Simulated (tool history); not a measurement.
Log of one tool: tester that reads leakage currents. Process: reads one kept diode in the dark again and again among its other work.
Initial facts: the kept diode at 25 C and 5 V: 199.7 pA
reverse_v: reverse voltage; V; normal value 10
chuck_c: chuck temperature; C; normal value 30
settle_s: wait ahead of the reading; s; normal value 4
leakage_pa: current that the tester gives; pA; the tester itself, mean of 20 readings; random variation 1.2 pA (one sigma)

run	hour	reverse_v	chuck_c	settle_s	leakage_pa
1	0	10	30	4	367.61
2	187.2	10	30	4	360.07
3	350.2	10	30	4	361.59
4	472.6	1.3	30	4	153.4
5	597.1	1.3	30	4	151.78
# hour 727.4: probe card cleaned and baked
6	727.6	1.3	30	1.79	150.07
# hour 785.2: tester calibrated
7	905	1.3	30	1.79	150.44
# hour 1002.2: chuck's temperature calibrated
8	1035	8.5	47	0.47	1164.82
9	1215.3	8.5	40	1.18	722.18
10	1342.4	7.7	30	0.72	340.89

What if the next run were any one of these 5? Each begins from the tool's condition after run 10:
A	1430.5	8.7	26	2.78	?
B	1430.5	10	25	4	?
C	1430.5	10.7	30	0.95	?
D	1430.5	2.7	31	0.52	?
E	1430.5	2.7	30	0.91	?

run	leakage_pa
A	266.57
B	260.63
C	390.03
D	236.96
E	221.91
With no hidden state in the tool, these same runs would have given:
run	leakage_pa
A	271.45
B	265.17
C	397.31
D	242.09
E	226.71
